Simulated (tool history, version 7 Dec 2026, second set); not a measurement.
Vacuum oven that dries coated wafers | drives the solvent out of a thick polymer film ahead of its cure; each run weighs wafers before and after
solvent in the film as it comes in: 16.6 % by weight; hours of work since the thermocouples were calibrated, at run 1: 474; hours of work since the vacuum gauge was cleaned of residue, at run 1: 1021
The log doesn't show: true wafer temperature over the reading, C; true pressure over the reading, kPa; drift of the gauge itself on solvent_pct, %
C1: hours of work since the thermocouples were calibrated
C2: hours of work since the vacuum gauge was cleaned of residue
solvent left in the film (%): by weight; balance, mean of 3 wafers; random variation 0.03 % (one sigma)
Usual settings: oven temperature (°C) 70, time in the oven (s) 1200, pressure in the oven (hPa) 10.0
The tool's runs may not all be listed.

Run 1, day 0.000: usual settings; C1 474; C2 1021. Result: solvent left in the film (%) 3.87.
Run 2, day 0.575: usual settings but time in the oven (s) 840; C1 485; C2 1032. Result: solvent left in the film (%) 5.47.
Run 3, day 1.133: usual settings but time in the oven (s) 840; C1 496; C2 1043. Result: solvent left in the film (%) 5.52.
Run 4, day 1.600: usual settings; C1 505; C2 1051. Result: solvent left in the film (%) 3.89.
Run 5, day 2.083: usual settings; C1 514; C2 1061. Result: solvent left in the film (%) 3.91.
Run 6, day 2.704: usual settings; C1 525; C2 1072. Result: solvent left in the film (%) 3.92.
Run 7, day 3.292: usual settings; C1 537; C2 1083. Result: solvent left in the film (%) 3.92.
Run 8, day 3.708: usual settings; C1 544; C2 1091. Result: solvent left in the film (%) 3.92.
Run 9, day 4.321: usual settings; C1 556; C2 1103. Result: solvent left in the film (%) 3.89.
Run 10, day 4.758: usual settings but oven temperature (°C) 62; C1 564; C2 1111. Result: solvent left in the film (%) 5.95.
Run 11, day 5.446: usual settings but oven temperature (°C) 62; C1 578; C2 1124. Result: solvent left in the film (%) 6.08.
Run 12, day 6.046: usual settings but oven temperature (°C) 62; C1 589; C2 1136. Result: solvent left in the film (%) 6.14.
Run 13, day 6.583: usual settings but oven temperature (°C) 62; C1 599; C2 1146. Result: solvent left in the film (%) 5.95.
Run 14, day 7.167: usual settings but oven temperature (°C) 62; C1 610; C2 1157. Result: solvent left in the film (%) 6.03.
Run 15, day 7.854: usual settings but oven temperature (°C) 62; C1 623; C2 1170. Result: solvent left in the film (%) 6.05.
Run 16, day 8.400: usual settings but oven temperature (°C) 64; C1 633; C2 1180. Result: solvent left in the film (%) 5.48.
At day 8.512: vacuum gauge cleaned of residue and calibrated.
Run 17, day 9.100: usual settings but oven temperature (°C) 64; C1 646; C2 11. Result: solvent left in the film (%) 5.47.
Run 18, day 9.579: usual settings but pressure in the oven (hPa) 13.0; C1 655; C2 20. Result: solvent left in the film (%) 4.18.
Run 19, day 10.046: usual settings but pressure in the oven (hPa) 13.0; C1 663; C2 29. Result: solvent left in the film (%) 4.18.
Run 20, day 10.467: usual settings but pressure in the oven (hPa) 13.0; C1 671; C2 37. Result: solvent left in the film (%) 4.12.
Run 21, day 11.129: usual settings; C1 684; C2 50. Result: solvent left in the film (%) 3.86.
Run 22, day 11.425: usual settings; C1 690; C2 55. Result: solvent left in the film (%) 3.87.
Run 23, day 12.108: usual settings; C1 703; C2 68. Result: solvent left in the film (%) 3.92.
Run 24, day 12.517: usual settings; C1 710; C2 76. Result: solvent left in the film (%) 3.88.
Run 25, day 12.912: usual settings but time in the oven (s) 1440; C1 718; C2 83. Result: solvent left in the film (%) 3.15.
Run 26, day 13.317: usual settings but time in the oven (s) 1440; C1 726; C2 91. Result: solvent left in the film (%) 3.11.
Run 27, day 13.779: usual settings but time in the oven (s) 1440; C1 734; C2 100. Result: solvent left in the film (%) 3.19.
Run 28, day 14.183: usual settings but time in the oven (s) 1440; C1 742; C2 107. Result: solvent left in the film (%) 3.15.
Run 29, day 14.667: usual settings but time in the oven (s) 1620, pressure in the oven (hPa) 7.4; C1 751; C2 117. Result: solvent left in the film (%) 2.45.
Run 30, day 15.121: usual settings but oven temperature (°C) 61, time in the oven (s) 1740, pressure in the oven (hPa) 28.7; C1 760; C2 125. Result: solvent left in the film (%) 7.07.
Run 31, day 15.429: usual settings but oven temperature (°C) 69, time in the oven (s) 1980, pressure in the oven (hPa) 7.8; C1 766; C2 131. Result: solvent left in the film (%) 2.09.
Run 32, day 15.779: usual settings but oven temperature (°C) 60, time in the oven (s) 780, pressure in the oven (hPa) 7.8; C1 772; C2 138. Result: solvent left in the film (%) 8.14.
Run 33, day 16.329: usual settings but oven temperature (°C) 60, pressure in the oven (hPa) 7.8; C1 783; C2 148. Result: solvent left in the film (%) 6.39.
Run 34, day 17.000: usual settings but oven temperature (°C) 60, pressure in the oven (hPa) 7.8; C1 795; C2 161. Result: solvent left in the film (%) 6.26.
Run 35, day 17.579: usual settings but oven temperature (°C) 65, time in the oven (s) 1800, pressure in the oven (hPa) 11.5; C1 806; C2 172. Result: solvent left in the film (%) 3.61.
Run 36, day 17.867: usual settings but oven temperature (°C) 73, time in the oven (s) 1260, pressure in the oven (hPa) 7.3; C1 812; C2 177. Result: solvent left in the film (%) 2.78.
Run 37, day 18.329: usual settings but oven temperature (°C) 73, time in the oven (s) 1260, pressure in the oven (hPa) 7.3; C1 821; C2 186. Result: solvent left in the film (%) 2.75.
Run 38, day 19.012: usual settings but oven temperature (°C) 73, time in the oven (s) 1260, pressure in the oven (hPa) 7.3; C1 833; C2 199. Result: solvent left in the film (%) 2.74.
Run 39, day 19.525: usual settings but oven temperature (°C) 73, time in the oven (s) 1260, pressure in the oven (hPa) 7.3; C1 843; C2 209. Result: solvent left in the film (%) 2.75.
Run 40, day 20.038: usual settings but oven temperature (°C) 58, time in the oven (s) 600, pressure in the oven (hPa) 16.4; C1 853; C2 219. Result: solvent left in the film (%) 10.40.
Run 41, day 20.438: usual settings but oven temperature (°C) 59, time in the oven (s) 600; C1 860; C2 226. Result: solvent left in the film (%) 9.68.
Run 42, day 20.883: usual settings but oven temperature (°C) 58, time in the oven (s) 600; C1 869; C2 234. Result: solvent left in the film (%) 9.85.

Hidden state at the last listed run before each entry between runs and at the first one after, where it differs:
Between runs 16 and 17: vacuum gauge cleaned of residue and calibrated (day 8.512)
  true pressure over the reading, kPa: 0.008 -> 0
